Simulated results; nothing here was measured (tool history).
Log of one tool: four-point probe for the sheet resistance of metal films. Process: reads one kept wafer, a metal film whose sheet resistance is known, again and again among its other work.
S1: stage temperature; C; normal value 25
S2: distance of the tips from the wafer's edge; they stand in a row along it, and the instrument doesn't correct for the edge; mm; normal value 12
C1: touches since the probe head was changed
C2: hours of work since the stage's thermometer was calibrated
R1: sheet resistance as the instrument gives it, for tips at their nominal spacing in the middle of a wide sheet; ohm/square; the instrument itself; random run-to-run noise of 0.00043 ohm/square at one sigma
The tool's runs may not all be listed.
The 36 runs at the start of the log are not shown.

Run 37, hour 1670.7: usual settings but S1 31 C; C1 73910; C2 321. Result: R1 2.181134 ohm/square.
Run 38, hour 1703.9: usual settings but S1 31 C, S2 4 mm; C1 75306; C2 345. Result: R1 2.206081 ohm/square.
Run 39, hour 1741: usual settings but S1 19 C, S2 17 mm; C1 76868; C2 373. Result: R1 2.195877 ohm/square.
Run 40, hour 1791.9: usual settings but S1 29 C, S2 4 mm; C1 79006; C2 410. Result: R1 2.209878 ohm/square.
Run 41, hour 1847.7: usual settings but S1 27 C, S2 8 mm; C1 81354; C2 450. Result: R1 2.192108 ohm/square.
Run 42, hour 1892: usual settings but S1 22 C, S2 11 mm; C1 83218; C2 483. Result: R1 2.194152 ohm/square.
Run 43, hour 1944.8: usual settings but S1 22 C, S2 40 mm; C1 85434; C2 521. Result: R1 2.191445 ohm/square.
Run 44, hour 2001.8: usual settings but S1 24 C, S2 7 mm; C1 87831; C2 562. Result: R1 2.198757 ohm/square.
Run 45, hour 2056.2: usual settings but S1 20 C, S2 27 mm; C1 90119; C2 602. Result: R1 2.19552 ohm/square.

Forecast each of these 4 alternatives for the next run:
Run A, hour 2120.1: usual settings but S1 33 C, S2 4 mm; C1 92807; C2 649. Result: R1 ?.
Run B, hour 2120.1: usual settings but S1 34 C, S2 24 mm; C1 92807; C2 649. Result: R1 ?.
Run C, hour 2120.1: usual settings but S1 18 C, S2 57 mm; C1 92807; C2 649. Result: R1 ?.
Run D, hour 2120.1: usual settings but S1 22 C, S2 16 mm; C1 92807; C2 649. Result: R1 ?.

run        R1
  A  2.207075
  B  2.176973
  C   2.19848
  D  2.195248
What these runs would have given with no unlogged condition in the tool:
run        R1
  A  2.190018
  B  2.160125
  C  2.181539
  D  2.178314
